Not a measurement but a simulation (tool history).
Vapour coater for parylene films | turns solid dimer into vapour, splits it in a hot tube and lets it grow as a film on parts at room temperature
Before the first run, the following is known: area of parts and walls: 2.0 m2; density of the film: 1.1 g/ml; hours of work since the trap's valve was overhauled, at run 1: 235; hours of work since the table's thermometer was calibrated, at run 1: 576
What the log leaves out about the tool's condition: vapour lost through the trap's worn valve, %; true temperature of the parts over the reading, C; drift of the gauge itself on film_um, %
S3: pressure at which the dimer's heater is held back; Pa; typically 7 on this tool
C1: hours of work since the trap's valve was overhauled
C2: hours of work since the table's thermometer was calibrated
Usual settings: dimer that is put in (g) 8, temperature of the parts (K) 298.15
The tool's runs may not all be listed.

Run 1, day 0: usual settings; C1 235; C2 576. Result: thickness of the film (um) 1.849.
Run 2, day 1.075: usual settings; C1 253; C2 593. Result: thickness of the film (um) 1.861.
Run 3, day 1.771: usual settings; C1 264; C2 604. Result: thickness of the film (um) 1.854.
Run 4, day 2.658: usual settings; C1 278; C2 618. Result: thickness of the film (um) 1.847.
Run 5, day 3.721: usual settings; C1 295; C2 635. Result: thickness of the film (um) 1.852.
Run 6, day 4.342: usual settings but temperature of the parts (K) 290.15; C1 305; C2 645. Result: thickness of the film (um) 2.311.
Run 7, day 5.4: usual settings but temperature of the parts (K) 290.15; C1 322; C2 662. Result: thickness of the film (um) 2.314.
Run 8, day 6.338: usual settings; C1 337; C2 677. Result: thickness of the film (um) 1.836.
Run 9, day 6.879: usual settings but temperature of the parts (K) 301.15; C1 346; C2 686. Result: thickness of the film (um) 1.682.
Run 10, day 8.092: usual settings but temperature of the parts (K) 301.15; C1 365; C2 706. Result: thickness of the film (um) 1.693.
Run 11, day 9.154: usual settings but S3 9.13 Pa; C1 382; C2 723. Result: thickness of the film (um) 1.772.
Run 12, day 10.008: usual settings; C1 396; C2 736. Result: thickness of the film (um) 1.836.
Run 13, day 10.867: usual settings; C1 410; C2 750. Result: thickness of the film (um) 1.832.
Run 14, day 11.646: usual settings; C1 422; C2 763. Result: thickness of the film (um) 1.837.
Run 15, day 12.738: usual settings; C1 440; C2 780. Result: thickness of the film (um) 1.824.
Run 16, day 13.346: usual settings; C1 450; C2 790. Result: thickness of the film (um) 1.826.
Run 17, day 14.271: usual settings; C1 465; C2 805. Result: thickness of the film (um) 1.824.
Run 18, day 14.792: usual settings; C1 473; C2 813. Result: thickness of the film (um) 1.837.
Run 19, day 15.5: usual settings but S3 2.25 Pa; C1 484; C2 824. Result: thickness of the film (um) 2.101.
Run 20, day 16.612: usual settings but dimer that is put in (g) 6; C1 502; C2 842. Result: thickness of the film (um) 1.369.
Run 21, day 17.325: usual settings but dimer that is put in (g) 6; C1 514; C2 854. Result: thickness of the film (um) 1.352.
Run 22, day 18.354: usual settings but temperature of the parts (K) 296.15; C1 530; C2 870. Result: thickness of the film (um) 1.908.
Run 23, day 19.083: usual settings but temperature of the parts (K) 296.15; C1 542; C2 882. Result: thickness of the film (um) 1.912.
At day 20.179: trap's valve overhauled.
Run 24, day 20.45: usual settings but dimer that is put in (g) 4, temperature of the parts (K) 294.15; C1 4; C2 901. Result: thickness of the film (um) 1.074.
Run 25, day 21.212: usual settings but dimer that is put in (g) 4, temperature of the parts (K) 299.15, S3 2.56 Pa; C1 17; C2 914. Result: thickness of the film (um) 1.064.
Run 26, day 21.888: usual settings but dimer that is put in (g) 4, temperature of the parts (K) 299.15, S3 2.14 Pa; C1 27; C2 924. Result: thickness of the film (um) 1.083.
Run 27, day 22.9: usual settings but dimer that is put in (g) 4, S3 4.78 Pa; C1 44; C2 941. Result: thickness of the film (um) 1.004.
Run 28, day 23.842: usual settings but temperature of the parts (K) 301.15, S3 3.28 Pa; C1 59; C2 956. Result: thickness of the film (um) 1.94.
Run 29, day 24.858: usual settings but dimer that is put in (g) 5, temperature of the parts (K) 307.15, S3 3.6 Pa; C1 75; C2 972. Result: thickness of the film (um) 1.005.
Run 30, day 25.479: usual settings but dimer that is put in (g) 5, temperature of the parts (K) 301.15, S3 5.38 Pa; C1 85; C2 982. Result: thickness of the film (um) 1.126.
At day 25.617: table's thermometer calibrated.
Run 31, day 26.358: usual settings but S3 4.87 Pa; C1 99; C2 12. Result: thickness of the film (um) 2.023.
Run 32, day 26.929: usual settings but dimer that is put in (g) 12, temperature of the parts (K) 297.15; C1 108; C2 21. Result: thickness of the film (um) 2.953.
Run 33, day 27.625: usual settings but dimer that is put in (g) 4, temperature of the parts (K) 304.15, S3 9.06 Pa; C1 119; C2 32. Result: thickness of the film (um) 0.784.
Run 34, day 28.388: usual settings but dimer that is put in (g) 7, temperature of the parts (K) 301.15, S3 5.07 Pa; C1 131; C2 45. Result: thickness of the film (um) 1.612.
Run 35, day 29.558: usual settings but dimer that is put in (g) 7, temperature of the parts (K) 301.15, S3 5.07 Pa; C1 150; C2 63. Result: thickness of the film (um) 1.608.
Run 36, day 30.579: usual settings but dimer that is put in (g) 4, temperature of the parts (K) 310.15, S3 5.07 Pa; C1 166; C2 80. Result: thickness of the film (um) 0.712.
Run 37, day 31.842: usual settings but dimer that is put in (g) 10, S3 2.99 Pa; C1 187; C2 100. Result: thickness of the film (um) 2.662.
Run 38, day 33: usual settings but dimer that is put in (g) 10, S3 2.99 Pa; C1 205; C2 119. Result: thickness of the film (um) 2.656.
At day 33.138: table's thermometer calibrated, once more.
Run 39, day 34.125: usual settings but dimer that is put in (g) 3, S3 11.82 Pa; C1 223; C2 16. Result: thickness of the film (um) 0.653.
Run 40, day 34.821: usual settings but dimer that is put in (g) 3, temperature of the parts (K) 303.15, S3 11.99 Pa; C1 234; C2 27. Result: thickness of the film (um) 0.558.
Run 41, day 35.946: usual settings but dimer that is put in (g) 3, temperature of the parts (K) 303.15, S3 11.99 Pa; C1 252; C2 45. Result: thickness of the film (um) 0.564.
Run 42, day 37.025: usual settings but temperature of the parts (K) 296.15; C1 269; C2 62. Result: thickness of the film (um) 1.95.
Run 43, day 38.104: usual settings but temperature of the parts (K) 296.15; C1 286; C2 80. Result: thickness of the film (um) 1.949.
Run 44, day 39.012: usual settings but temperature of the parts (K) 296.15; C1 301; C2 94. Result: thickness of the film (um) 1.946.

Forecast each of these 5 alternatives for the next run:
Run A, day 40.175: usual settings but temperature of the parts (K) 305.15, S3 4.86 Pa; C1 320; C2 113. Result: thickness of the film (um) ?.
Run B, day 40.175: usual settings but dimer that is put in (g) 11, temperature of the parts (K) 308.15; C1 320; C2 113. Result: thickness of the film (um) ?.
Run C, day 40.175: usual settings but dimer that is put in (g) 6, temperature of the parts (K) 310.15; C1 320; C2 113. Result: thickness of the film (um) ?.
Run D, day 40.175: usual settings but dimer that is put in (g) 3, temperature of the parts (K) 296.15, S3 9 Pa; C1 320; C2 113. Result: thickness of the film (um) ?.
Run E, day 40.175: usual settings but dimer that is put in (g) 11, temperature of the parts (K) 307.15, S3 3.79 Pa; C1 320; C2 113. Result: thickness of the film (um) ?.

run  thickness of the film (um)
  A                       1.578
  B                       1.902
  C                       0.983
  D                       0.697
  E                       2.125
With the hidden condition removed and each run's random variation left untouched, the same runs would have given:
run  thickness of the film (um)
  A                       1.631
  B                       1.965
  C                       1.015
  D                       0.721
  E                       2.195
